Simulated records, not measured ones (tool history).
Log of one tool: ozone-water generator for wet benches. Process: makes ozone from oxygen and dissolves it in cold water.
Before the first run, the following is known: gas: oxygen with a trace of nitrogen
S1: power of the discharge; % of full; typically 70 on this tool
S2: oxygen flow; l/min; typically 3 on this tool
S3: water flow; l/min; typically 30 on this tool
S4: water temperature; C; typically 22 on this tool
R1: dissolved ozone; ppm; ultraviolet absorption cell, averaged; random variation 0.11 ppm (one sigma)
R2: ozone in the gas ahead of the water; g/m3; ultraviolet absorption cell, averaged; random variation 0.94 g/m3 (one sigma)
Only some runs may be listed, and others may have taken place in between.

| run | day | S1 | S2 | S3 | S4 | R1 | R2 |
|---|---|---|---|---|---|---|---|
| 1 | 0 | 70 | 3 | 30 | 22 | 9 | 158.4 |
| 2 | 2.712 | 70 | 3 | 30 | 17 | 9.2 | 157 |
| 3 | 4.867 | 70 | 3 | 30 | 17 | 9.2 | 156.2 |
| 4 | 7.492 | 70 | 3 | 30 | 17 | 9.1 | 156.2 |
| 5 | 11.233 | 70 | 3.44 | 30 | 22 | 8.8 | 142.7 |
| 6 | 12.908 | 70 | 3 | 30 | 22 | 8.7 | 157.5 |
| 7 | 16.525 | 70 | 3 | 30 | 22 | 8.7 | 154.5 |
| 8 | 19.258 | 88 | 3 | 30 | 22 | 10.1 | 182.2 |
| 9 | 22.15 | 88 | 3.51 | 30 | 22 | 10.3 | 163.5 |
|  | 22.525 | water thermometer calibrated |
| 10 | 25.712 | 70 | 3 | 30 | 22 | 8.7 | 155.1 |
| 11 | 27.667 | 70 | 1.81 | 30 | 22 | 8.4 | 220.3 |
| 12 | 29.471 | 45 | 3.58 | 33 | 16 | 6.4 | 103.2 |
| 13 | 32.196 | 43 | 3 | 21 | 22 | 8.8 | 112.9 |
| 14 | 35.321 | 62 | 3 | 21 | 21 | 11.3 | 142.9 |
| 15 | 37.075 | 70 | 3 | 40 | 20 | 6.6 | 155.4 |
| 16 | 38.933 | 66 | 1.82 | 22 | 20 | 11.3 | 213.4 |
| 17 | 42.571 | 66 | 1.82 | 22 | 20 | 11.1 | 211.7 |
| 18 | 44.554 | 43 | 1.82 | 39 | 20 | 4.6 | 159.4 |
| 19 | 47.629 | 43 | 1.82 | 39 | 20 | 4.5 | 158.7 |
| 20 | 50.367 | 68 | 3 | 47 | 22 | 5.2 | 150.4 |

Consider 3 possible next runs. They are alternatives, not a sequence: every one starts from the tool as it was left by run 20. What does each give?
| A | 52.904 | 68 | 4.91 | 36 | 22 | ? | ? |
| B | 52.904 | 70 | 1.51 | 30 | 16 | ? | ? |
| C | 52.904 | 74 | 1.62 | 47 | 20 | ? | ? |

| run | R1 | R2 |
|---|---|---|
| A | 7.1 | 108.6 |
| B | 8.3 | 248.8 |
| C | 5.2 | 243.6 |
What these runs would have given with no unlogged condition in the tool:
| run | R1 | R2 |
|---|---|---|
| A | 7.8 | 112.2 |
| B | 9 | 257.4 |
| C | 5.8 | 252.2 |
